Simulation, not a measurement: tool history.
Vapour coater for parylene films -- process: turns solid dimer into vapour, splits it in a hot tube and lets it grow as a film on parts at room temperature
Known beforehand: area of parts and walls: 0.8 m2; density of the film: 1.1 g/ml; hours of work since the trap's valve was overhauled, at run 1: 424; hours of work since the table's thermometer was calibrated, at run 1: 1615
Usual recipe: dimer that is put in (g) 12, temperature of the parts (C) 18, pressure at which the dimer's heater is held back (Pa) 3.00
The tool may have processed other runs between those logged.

run   hour  dimer that is put in (g)  temperature of the parts (C)  pressure at which the dimer's heater is held back (Pa)  hours of work since the trap's valve was overhauled  hours of work since the table's thermometer was calibrated  thickness of the film (nm)
  1    0.0                        12                            18                                                    3.00                                                  424                                                        1615                        7570
      45.8  -- trap's valve overhauled
  2   64.1                        12                            18                                                    3.00                                                   15                                                        1665                        7600
  3  141.1                        12                            17                                                    3.00                                                   80                                                        1730                        7900
  4  182.1                        12                            16                                                    3.00                                                  114                                                        1764                        8110
  5  238.1                        12                            16                                                    3.00                                                  161                                                        1811                        7990
  6  321.5                        12                            16                                                    3.00                                                  231                                                        1881                        7960
  7  370.3                        12                            18                                                    3.00                                                  272                                                        1922                        7650
  8  454.9                        12                            18                                                    3.00                                                  343                                                        1993                        7670
  9  497.3                        12                            18                                                    3.00                                                  379                                                        2029                        7630
 10  580.9                        12                            18                                                    3.00                                                  449                                                        2099                        7670
     600.5  -- trap's valve overhauled
     659.3  -- table's thermometer calibrated
 11  664.8                        12                            18                                                    3.01                                                   53                                                           5                        7700
 12  734.1                        12                            18                                                    3.01                                                  111                                                          63                        7760
 13  778.6                        12                            18                                                    3.01                                                  149                                                         100                        7770
 14  849.4                        10                            18                                                    6.57                                                  208                                                         159                        5720
 15  889.0                        13                            18                                                    6.57                                                  241                                                         193                        7410
 16  933.6                        12                            24                                                    8.10                                                  279                                                         230                        5780
 17  992.7                         9                            23                                                    9.71                                                  328                                                         280                        4350

Predict each of these 4 candidate next runs independently; none follows another, all start after run 17:
  A  1062.1                         9                            27                                                    6.79                                                  386                                                         338                           ?
  B  1062.1                        12                            10                                                    3.00                                                  386                                                         338                           ?
  C  1062.1                         7                            23                                                    2.15                                                  386                                                         338                           ?
  D  1062.1                        17                            24                                                    9.71                                                  386                                                         338                           ?

run  thickness of the film (nm)
  A                        4180
  B                        9260
  C                        4280
  D                        8060
Stripped of hidden state, with their random variation kept, the same runs would have yielded:
run  thickness of the film (nm)
  A                        4200
  B                        9300
  C                        4300
  D                        8100
